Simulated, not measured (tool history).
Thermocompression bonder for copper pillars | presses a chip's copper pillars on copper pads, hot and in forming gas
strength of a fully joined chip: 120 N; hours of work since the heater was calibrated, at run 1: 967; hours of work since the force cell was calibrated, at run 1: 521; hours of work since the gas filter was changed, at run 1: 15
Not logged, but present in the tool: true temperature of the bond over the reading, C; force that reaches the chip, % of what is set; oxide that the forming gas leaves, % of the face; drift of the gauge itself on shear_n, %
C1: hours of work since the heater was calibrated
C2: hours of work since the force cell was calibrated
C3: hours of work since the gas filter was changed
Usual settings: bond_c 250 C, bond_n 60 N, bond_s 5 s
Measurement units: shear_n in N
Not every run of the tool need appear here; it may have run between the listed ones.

run 1 hour=0 | bond_c=250 bond_n=60 bond_s=5 | C1=967 C2=521 C3=15 | shear_n=85.9
run 2 hour=33.7 | bond_c=252 bond_n=60 bond_s=5 | C1=986 C2=540 C3=34 | shear_n=90
run 3 hour=67.9 | bond_c=252 bond_n=64 bond_s=5 | C1=1006 C2=559 C3=54 | shear_n=90.5
run 4 hour=121.9 | bond_c=250 bond_n=60 bond_s=6 | C1=1036 C2=589 C3=84 | shear_n=91.2
run 5 hour=162.8 | bond_c=250 bond_n=87 bond_s=5 | C1=1059 C2=612 C3=107 | shear_n=103.4
run 6 hour=211.5 | bond_c=250 bond_n=87 bond_s=5 | C1=1087 C2=640 C3=134 | shear_n=102.3
run 7 hour=238.5 | bond_c=250 bond_n=60 bond_s=5 | C1=1102 C2=655 C3=150 | shear_n=87.1
run 8 hour=264.8 | bond_c=250 bond_n=60 bond_s=5 | C1=1117 C2=670 C3=164 | shear_n=87.2
run 9 hour=311.8 | bond_c=250 bond_n=60 bond_s=5 | C1=1143 C2=696 C3=191 | shear_n=87.9
run 10 hour=346.2 | bond_c=250 bond_n=60 bond_s=5 | C1=1162 C2=716 C3=210 | shear_n=85.2
run 11 hour=389.6 | bond_c=250 bond_n=60 bond_s=5 | C1=1187 C2=740 C3=235 | shear_n=87.8
run 12 hour=416.3 | bond_c=250 bond_n=60 bond_s=5 | C1=1202 C2=755 C3=250 | shear_n=88.1
-- hour=445.4 forming gas filter changed
run 13 hour=446.1 | bond_c=250 bond_n=60 bond_s=5 | C1=1218 C2=772 C3=0 | shear_n=85.6
run 14 hour=498.8 | bond_c=250 bond_n=60 bond_s=5 | C1=1248 C2=801 C3=30 | shear_n=87.7
run 15 hour=528.7 | bond_c=250 bond_n=60 bond_s=5 | C1=1265 C2=818 C3=47 | shear_n=87.6
run 16 hour=581.2 | bond_c=250 bond_n=60 bond_s=5 | C1=1295 C2=848 C3=76 | shear_n=88.4
run 17 hour=611.1 | bond_c=262 bond_n=60 bond_s=5 | C1=1311 C2=865 C3=93 | shear_n=97.1
run 18 hour=656.7 | bond_c=262 bond_n=60 bond_s=5 | C1=1337 C2=890 C3=119 | shear_n=97.4
run 19 hour=686.9 | bond_c=250 bond_n=60 bond_s=3 | C1=1354 C2=907 C3=136 | shear_n=76.3
run 20 hour=719.6 | bond_c=250 bond_n=60 bond_s=11 | C1=1373 C2=926 C3=154 | shear_n=102.7
run 21 hour=746.1 | bond_c=250 bond_n=61 bond_s=5 | C1=1387 C2=941 C3=169 | shear_n=87.2
run 22 hour=770.9 | bond_c=250 bond_n=61 bond_s=5 | C1=1401 C2=955 C3=183 | shear_n=88.4
run 23 hour=813.5 | bond_c=254 bond_n=52 bond_s=7 | C1=1425 C2=979 C3=207 | shear_n=89.9
run 24 hour=848 | bond_c=239 bond_n=40 bond_s=4 | C1=1445 C2=998 C3=227 | shear_n=53.7
run 25 hour=886 | bond_c=239 bond_n=40 bond_s=4 | C1=1466 C2=1019 C3=248 | shear_n=53
-- hour=918.9 forming gas filter changed
run 26 hour=921.3 | bond_c=262 bond_n=40 bond_s=8 | C1=1486 C2=1039 C3=1 | shear_n=89.7
run 27 hour=963.5 | bond_c=262 bond_n=40 bond_s=8 | C1=1510 C2=1063 C3=25 | shear_n=88.8
run 28 hour=998.6 | bond_c=238 bond_n=77 bond_s=3 | C1=1529 C2=1083 C3=45 | shear_n=76.9
run 29 hour=1042 | bond_c=250 bond_n=52 bond_s=8 | C1=1554 C2=1107 C3=69 | shear_n=90.4
run 30 hour=1090.3 | bond_c=250 bond_n=52 bond_s=4 | C1=1581 C2=1134 C3=97 | shear_n=75.8
run 31 hour=1118.9 | bond_c=250 bond_n=52 bond_s=4 | C1=1597 C2=1150 C3=113 | shear_n=75.3
run 32 hour=1141.6 | bond_c=250 bond_n=60 bond_s=15 | C1=1610 C2=1163 C3=125 | shear_n=106.8
-- hour=1145.9 heater calibrated with a thermocouple chip
run 33 hour=1165.5 | bond_c=252 bond_n=67 bond_s=15 | C1=11 C2=1175 C3=138 | shear_n=111.2
run 34 hour=1219.2 | bond_c=252 bond_n=58 bond_s=5 | C1=41 C2=1206 C3=168 | shear_n=88.4
run 35 hour=1250.2 | bond_c=252 bond_n=58 bond_s=5 | C1=59 C2=1223 C3=185 | shear_n=86.5
run 36 hour=1303.5 | bond_c=220 bond_n=58 bond_s=13 | C1=89 C2=1253 C3=216 | shear_n=73.8
run 37 hour=1336.9 | bond_c=247 bond_n=90 bond_s=13 | C1=108 C2=1272 C3=234 | shear_n=114.2
run 38 hour=1365.8 | bond_c=222 bond_n=56 bond_s=14 | C1=124 C2=1288 C3=251 | shear_n=77.5
-- hour=1393.4 forming gas filter changed
run 39 hour=1404.7 | bond_c=250 bond_n=58 bond_s=8 | C1=146 C2=1310 C3=6 | shear_n=95.7

Here are 3 independent what-if runs from the current tool condition. What would each one return?
run A hour=1438.7 | bond_c=250 bond_n=78 bond_s=6 | C1=165 C2=1329 C3=26 | shear_n=?
run B hour=1438.7 | bond_c=220 bond_n=73 bond_s=5 | C1=165 C2=1329 C3=26 | shear_n=?
run C hour=1438.7 | bond_c=239 bond_n=69 bond_s=13 | C1=165 C2=1329 C3=26 | shear_n=?

run=A shear_n=102.5
run=B shear_n=65.8
run=C shear_n=103.5
Without the tool's unlogged condition, the same runs would have read:
run=A shear_n=102.7
run=B shear_n=66
run=C shear_n=103.8

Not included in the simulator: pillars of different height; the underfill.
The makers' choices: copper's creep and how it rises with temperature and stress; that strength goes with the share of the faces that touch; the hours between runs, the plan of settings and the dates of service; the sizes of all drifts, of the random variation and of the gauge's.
